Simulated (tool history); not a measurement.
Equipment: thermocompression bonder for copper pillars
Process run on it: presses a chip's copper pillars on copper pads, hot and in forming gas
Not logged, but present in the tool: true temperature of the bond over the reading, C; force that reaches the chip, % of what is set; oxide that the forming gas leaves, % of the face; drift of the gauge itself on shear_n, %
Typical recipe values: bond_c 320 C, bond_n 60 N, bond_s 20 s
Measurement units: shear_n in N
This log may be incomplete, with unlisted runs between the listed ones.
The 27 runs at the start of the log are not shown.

| run | hour | bond_c | bond_n | bond_s | hours of work since the heater was calibrated | hours of work since the force cell was calibrated | hours of work since the gas filter was changed | shear_n |
|---|---|---|---|---|---|---|---|---|
| 28 | 702.8 | 320 | 37 | 20 | 791 | 47 | 58 | 62.3 |
| 29 | 718.2 | 343 | 65 | 20 | 802 | 58 | 69 | 98.3 |
| 30 | 736.2 | 343 | 65 | 20 | 815 | 71 | 82 | 98.8 |
| 31 | 764.9 | 293 | 72 | 14 | 835 | 91 | 103 | 63.5 |
| 32 | 786.1 | 321 | 77 | 25 | 850 | 106 | 118 | 97.6 |
| 33 | 814.8 | 299 | 60 | 14 | 871 | 127 | 138 | 59.0 |
| 34 | 842.6 | 325 | 60 | 25 | 891 | 147 | 158 | 88.7 |
| 35 | 864.1 | 325 | 85 | 50 | 906 | 162 | 174 | 114.6 |
| 36 | 893.5 | 325 | 85 | 50 | 927 | 183 | 194 | 113.8 |
| 37 | 914.0 | 325 | 85 | 17 | 941 | 198 | 209 | 93.0 |
| 38 | 948.6 | 334 | 88 | 29 | 966 | 222 | 234 | 110.0 |
| 39 | 982.5 | 334 | 88 | 14 | 990 | 247 | 258 | 94.5 |

5 options for the next run, each taken on its own from the tool as it stands now. Forecast them:
| A | 1012.7 | 306 | 36 | 23 | 1012 | 268 | 279 | ? |
| B | 1012.7 | 308 | 53 | 38 | 1012 | 268 | 279 | ? |
| C | 1012.7 | 302 | 41 | 24 | 1012 | 268 | 279 | ? |
| D | 1012.7 | 345 | 43 | 31 | 1012 | 268 | 279 | ? |
| E | 1012.7 | 334 | 42 | 14 | 1012 | 268 | 279 | ? |

| run | shear_n |
|---|---|
| A | 51.9 |
| B | 79.8 |
| C | 55.8 |
| D | 89.1 |
| E | 63.5 |
Had the tool no hidden state, the same runs would have come out as:
| run | shear_n |
|---|---|
| A | 59.0 |
| B | 88.9 |
| C | 63.4 |
| D | 97.6 |
| E | 71.2 |
